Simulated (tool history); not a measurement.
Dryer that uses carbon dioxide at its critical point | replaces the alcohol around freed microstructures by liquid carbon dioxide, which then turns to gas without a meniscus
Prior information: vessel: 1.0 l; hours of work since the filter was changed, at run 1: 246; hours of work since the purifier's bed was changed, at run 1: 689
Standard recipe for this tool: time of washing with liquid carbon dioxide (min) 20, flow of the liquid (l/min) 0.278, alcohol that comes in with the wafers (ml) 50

run     day  time of washing with liquid carbon dioxide (min)  flow of the liquid (l/min)  alcohol that comes in with the wafers (ml)  hours of work since the filter was changed  hours of work since the purifier's bed was changed  alcohol left in the vessel before it's heated (ppm by volume)
  1       0                                                20                       0.278                                          50                                         246                                                 689                                                            735
  2   1.308                                                14                       0.278                                          50                                         268                                                 711                                                           2429
  3   2.467                                                14                       0.278                                          50                                         288                                                 731                                                           2571
  4   3.171                                                20                       0.209                                          50                                         300                                                 743                                                           1932
  5   4.062                                                20                       0.348                                          50                                         315                                                 758                                                            366
  6   5.129                                                20                       0.348                                          50                                         334                                                 777                                                            366
  7   6.088                                                20                       0.348                                          50                                         350                                                 793                                                            370
  8   7.479                                                20                       0.278                                          50                                         374                                                 817                                                            830
  9   8.188                                                20                       0.278                                          50                                         386                                                 829                                                            832
 10   9.262                                                21                       0.278                                          50                                         405                                                 848                                                            710
 11  10.517                                                21                       0.278                                          50                                         426                                                 869                                                            717
 12  11.417                                                21                       0.278                                          50                                         442                                                 885                                                            731
 13  12.221                                                21                       0.278                                          50                                         455                                                 898                                                            727
 14  13.446                                                21                       0.278                                          50                                         476                                                 920                                                            765
 15  14.638                                                13                       0.278                                          50                                         497                                                 940                                                           3381
 16  15.708                                                29                       0.353                                          39                                         515                                                 958                                                            190
     16.017  -- inlet filter changed
 17  16.912                                                26                       0.259                                          50                                          15                                                 978                                                            372
 18  18.388                                                20                       0.227                                          94                                          41                                                1004                                                           2494
 19  19.488                                                20                       0.227                                          29                                          60                                                1023                                                            870
 20  20.092                                                20                       0.227                                          29                                          70                                                1033                                                            880
 21  20.967                                                17                       0.453                                          82                                          85                                                1048                                                            366
 22  21.779                                                14                       0.215                                          35                                          99                                                1062                                                           3115
 23  22.871                                                14                       0.215                                          35                                         118                                                1081                                                           3246
 24  24.296                                                20                       0.217                                          72                                         142                                                1105                                                           2322
 25  25.262                                                18                       0.278                                          95                                         159                                                1122                                                           1935
 26  25.879                                                31                       0.469                                          95                                         169                                                1132                                                            189
 27  26.896                                                20                       0.259                                          50                                         187                                                1150                                                           1027
 28  27.721                                                23                       0.278                                          64                                         201                                                1164                                                            604
       28.8  -- purifier's bed changed
 29  28.825                                                24                       0.278                                          42                                         218                                                   0                                                            218

Alternative continuations, all from the tool just after run 29; predict every row:
  A  29.675                                                22                        0.29                                          42                                         232                                                  15                                                              ?
  B  29.675                                                14                       0.278                                          78                                         232                                                  15                                                              ?
  C  29.675                                                23                        0.26                                          33                                         232                                                  15                                                              ?

run  alcohol left in the vessel before it's heated (ppm by volume)
  A                                                            293
  B                                                           3620
  C                                                            309
Had the tool no hidden state, the same runs would have come out as:
run  alcohol left in the vessel before it's heated (ppm by volume)
  A                                                            228
  B                                                           3091
  C                                                            242
